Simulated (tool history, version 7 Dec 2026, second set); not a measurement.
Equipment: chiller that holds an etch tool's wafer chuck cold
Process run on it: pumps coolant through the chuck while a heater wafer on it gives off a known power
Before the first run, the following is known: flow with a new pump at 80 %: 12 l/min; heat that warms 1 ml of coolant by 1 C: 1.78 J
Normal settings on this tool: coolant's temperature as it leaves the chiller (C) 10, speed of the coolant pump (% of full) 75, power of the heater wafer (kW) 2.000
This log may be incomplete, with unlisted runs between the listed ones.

run   hour  coolant's temperature as it leaves the chiller (C)  speed of the coolant pump (% of full)  power of the heater wafer (kW)  chuck's temperature once it has settled (C)  how much warmer the coolant comes back (C)
  1    0.0                                                  10                                     75                           2.000                                         26.4                                        6.19
  2   49.7                                                  10                                     75                           2.000                                         26.3                                        6.17
  3   76.0                                                  10                                     75                           1.821                                         24.8                                        5.56
  4  114.1                                                  10                                     75                           1.821                                         24.9                                        5.66
  5  166.4                                                  10                                     75                           2.000                                         26.4                                        6.21
  6  226.9                                                  10                                     75                           1.889                                         25.4                                        5.85
  7  285.0                                                  10                                     75                           1.889                                         25.2                                        5.92
  8  336.3                                                  10                                     75                           1.889                                         25.5                                        5.90
     344.8  -- coolant pump overhauled
  9  401.3                                                   1                                     75                           2.000                                         17.7                                        6.29
 10  431.5                                                   1                                     75                           2.000                                         17.7                                        6.30
 11  467.0                                                   1                                     75                           2.000                                         17.5                                        6.30
 12  497.3                                                   1                                     75                           2.000                                         17.6                                        6.32

Run 13 has not been measured yet. What should we expect?
 13  550.5                                                   1                                     62                           2.000                                            ?                                           ?

Logged for run 13: chuck's temperature once it has settled (C) 19.8, how much warmer the coolant comes back (C) 7.78.
With the hidden condition absent and the run-to-run variation left alone, this run would have shown chuck's temperature once it has settled (C) 17.5, how much warmer the coolant comes back (C) 7.42.
